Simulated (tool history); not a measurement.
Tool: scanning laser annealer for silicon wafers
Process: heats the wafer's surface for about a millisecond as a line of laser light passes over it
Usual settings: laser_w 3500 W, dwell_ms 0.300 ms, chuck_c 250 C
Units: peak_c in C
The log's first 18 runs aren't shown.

| run | hour | laser_w | dwell_ms | chuck_c | hours of work since the window was cleaned | hours of work since the power meter was calibrated | hours of work since the optics were aligned | peak_c |
|---|---|---|---|---|---|---|---|---|
| 19 | 408.3 | 3500 | 0.300 | 250 | 223 | 584 | 502 | 1076 |
| 20 | 430.5 | 3500 | 0.300 | 250 | 237 | 598 | 517 | 1077 |
| 21 | 459.6 | 3500 | 0.300 | 250 | 256 | 617 | 535 | 1075 |
| 22 | 487.7 | 3473 | 0.233 | 250 | 274 | 635 | 553 | 970 |
| 23 | 502.3 | 3377 | 0.300 | 250 | 283 | 644 | 562 | 1044 |
| 24 | 532.9 | 3038 | 0.293 | 239 | 302 | 663 | 581 | 935 |
| 25 | 553.5 | 3017 | 0.300 | 224 | 315 | 676 | 594 | 925 |
| 26 | 569.4 | 3613 | 0.227 | 267 | 325 | 686 | 605 | 1010 |
| 27 | 582.1 | 3500 | 0.340 | 247 | 334 | 694 | 613 | 1118 |
| 28 | 602.7 | 3553 | 0.300 | 247 | 347 | 707 | 626 | 1080 |
| 29 | 617.8 | 3306 | 0.216 | 222 | 356 | 717 | 635 | 879 |
| 30 | 639.0 | 3764 | 0.298 | 215 | 370 | 730 | 649 | 1101 |
| 31 | 660.7 | 3764 | 0.298 | 215 | 383 | 744 | 662 | 1099 |
| 32 | 686.7 | 3764 | 0.298 | 215 | 400 | 761 | 679 | 1099 |
| 33 | 707.4 | 3764 | 0.298 | 215 | 413 | 774 | 692 | 1096 |
| 34 | 730.4 | 3764 | 0.298 | 215 | 427 | 788 | 707 | 1097 |
| 35 | 754.5 | 3265 | 0.291 | 221 | 443 | 804 | 722 | 967 |
| 36 | 778.0 | 3597 | 0.336 | 224 | 458 | 818 | 737 | 1110 |
| 37 | 808.7 | 3317 | 0.300 | 250 | 477 | 838 | 756 | 1016 |
| 38 | 834.8 | 3317 | 0.300 | 250 | 494 | 854 | 773 | 1014 |
| 39 | 865.6 | 3476 | 0.237 | 250 | 513 | 874 | 792 | 972 |
| 40 | 887.7 | 3500 | 0.248 | 261 | 527 | 888 | 806 | 996 |
| 41 | 905.4 | 3500 | 0.248 | 261 | 538 | 899 | 817 | 1001 |

4 ways to go on from here, each from the tool as it stands after run 41. What would each give?
| A | 930.6 | 3397 | 0.305 | 250 | 554 | 915 | 833 | ? |
| B | 930.6 | 3500 | 0.300 | 279 | 554 | 915 | 833 | ? |
| C | 930.6 | 3359 | 0.248 | 256 | 554 | 915 | 833 | ? |
| D | 930.6 | 3491 | 0.287 | 248 | 554 | 915 | 833 | ? |

| run | peak_c |
|---|---|
| A | 1039 |
| B | 1088 |
| C | 958 |
| D | 1040 |
Without the tool's hidden state the same runs would have given:
| run | peak_c |
|---|---|
| A | 1071 |
| B | 1121 |
| C | 987 |
| D | 1072 |
